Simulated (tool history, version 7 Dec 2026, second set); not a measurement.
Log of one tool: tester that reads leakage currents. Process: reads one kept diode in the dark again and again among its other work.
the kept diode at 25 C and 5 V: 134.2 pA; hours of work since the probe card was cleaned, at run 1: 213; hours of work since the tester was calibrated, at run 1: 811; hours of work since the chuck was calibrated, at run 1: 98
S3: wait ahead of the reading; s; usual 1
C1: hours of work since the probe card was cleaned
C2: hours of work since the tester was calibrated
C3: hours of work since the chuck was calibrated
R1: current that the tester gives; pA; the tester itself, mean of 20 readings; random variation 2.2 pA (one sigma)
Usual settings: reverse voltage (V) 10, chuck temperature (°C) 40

run 1 hour=0 | reverse_voltage_(V)=10 chuck_temperature_(°C)=40 S3=1 | C1=213 C2=811 C3=98 | R1=735.43
run 2 hour=30 | reverse_voltage_(V)=10 chuck_temperature_(°C)=40 S3=1 | C1=235 C2=833 C3=120 | R1=733.7
run 3 hour=54.3 | reverse_voltage_(V)=10 chuck_temperature_(°C)=40 S3=1 | C1=252 C2=850 C3=137 | R1=735.66
run 4 hour=70.2 | reverse_voltage_(V)=10 chuck_temperature_(°C)=40 S3=1 | C1=264 C2=862 C3=149 | R1=733.08
run 5 hour=85.9 | reverse_voltage_(V)=10 chuck_temperature_(°C)=40 S3=1 | C1=275 C2=873 C3=160 | R1=733.15
run 6 hour=118.4 | reverse_voltage_(V)=10 chuck_temperature_(°C)=40 S3=1 | C1=299 C2=897 C3=184 | R1=733.88
run 7 hour=138.2 | reverse_voltage_(V)=13.6 chuck_temperature_(°C)=40 S3=1 | C1=313 C2=911 C3=198 | R1=877.65
run 8 hour=165.9 | reverse_voltage_(V)=13.6 chuck_temperature_(°C)=40 S3=1 | C1=333 C2=931 C3=218 | R1=871.74
run 9 hour=192.8 | reverse_voltage_(V)=13.6 chuck_temperature_(°C)=40 S3=1 | C1=353 C2=950 C3=238 | R1=873.07
-- hour=198.1 tester calibrated
run 10 hour=228.9 | reverse_voltage_(V)=10.6 chuck_temperature_(°C)=40 S3=1 | C1=377 C2=22 C3=262 | R1=747.79
run 11 hour=259.6 | reverse_voltage_(V)=10.6 chuck_temperature_(°C)=40 S3=1 | C1=399 C2=45 C3=285 | R1=746.33
run 12 hour=275.7 | reverse_voltage_(V)=10.6 chuck_temperature_(°C)=40 S3=1 | C1=411 C2=56 C3=296 | R1=745.22
run 13 hour=306.6 | reverse_voltage_(V)=11.3 chuck_temperature_(°C)=40 S3=1 | C1=434 C2=79 C3=319 | R1=777.97
-- hour=315.7 tester calibrated, once more
run 14 hour=335.8 | reverse_voltage_(V)=1 chuck_temperature_(°C)=34 S3=1.55 | C1=453 C2=15 C3=338 | R1=112.04
run 15 hour=350.4 | reverse_voltage_(V)=1.9 chuck_temperature_(°C)=24 S3=9.62 | C1=464 C2=25 C3=349 | R1=67.8
run 16 hour=378.6 | reverse_voltage_(V)=10 chuck_temperature_(°C)=47 S3=1.14 | C1=484 C2=46 C3=369 | R1=1273.01
run 17 hour=396.7 | reverse_voltage_(V)=10 chuck_temperature_(°C)=40 S3=2.38 | C1=497 C2=59 C3=383 | R1=719.65
run 18 hour=421.8 | reverse_voltage_(V)=10 chuck_temperature_(°C)=40 S3=2.38 | C1=516 C2=77 C3=401 | R1=716.43
run 19 hour=452.3 | reverse_voltage_(V)=1.2 chuck_temperature_(°C)=58 S3=6.09 | C1=538 C2=99 C3=423 | R1=837.93
run 20 hour=478 | reverse_voltage_(V)=1.5 chuck_temperature_(°C)=43 S3=0.43 | C1=556 C2=118 C3=442 | R1=299.82
run 21 hour=508.5 | reverse_voltage_(V)=1.3 chuck_temperature_(°C)=54 S3=0.43 | C1=579 C2=140 C3=464 | R1=652.53
run 22 hour=539.7 | reverse_voltage_(V)=1.1 chuck_temperature_(°C)=54 S3=0.75 | C1=601 C2=162 C3=486 | R1=592.14
run 23 hour=568.4 | reverse_voltage_(V)=8.7 chuck_temperature_(°C)=54 S3=2.29 | C1=622 C2=183 C3=507 | R1=1984.15
run 24 hour=589.2 | reverse_voltage_(V)=8.7 chuck_temperature_(°C)=56 S3=9.25 | C1=637 C2=198 C3=522 | R1=2309.36

Forecast each of these 4 alternatives for the next run:
run A hour=619.9 | reverse_voltage_(V)=8.7 chuck_temperature_(°C)=23 S3=1.63 | C1=659 C2=220 C3=544 | R1=?
run B hour=619.9 | reverse_voltage_(V)=10 chuck_temperature_(°C)=46 S3=0.41 | C1=659 C2=220 C3=544 | R1=?
run C hour=619.9 | reverse_voltage_(V)=5.9 chuck_temperature_(°C)=56 S3=3.14 | C1=659 C2=220 C3=544 | R1=?
run D hour=619.9 | reverse_voltage_(V)=12.1 chuck_temperature_(°C)=52 S3=1 | C1=659 C2=220 C3=544 | R1=?

run=A R1=150.88
run=B R1=1158.65
run=C R1=1835.88
run=D R1=2071.23
Without the tool's hidden state the same runs would have given:
run=A R1=156.06
run=B R1=1209.71
run=C R1=1915.28
run=D R1=2161.12

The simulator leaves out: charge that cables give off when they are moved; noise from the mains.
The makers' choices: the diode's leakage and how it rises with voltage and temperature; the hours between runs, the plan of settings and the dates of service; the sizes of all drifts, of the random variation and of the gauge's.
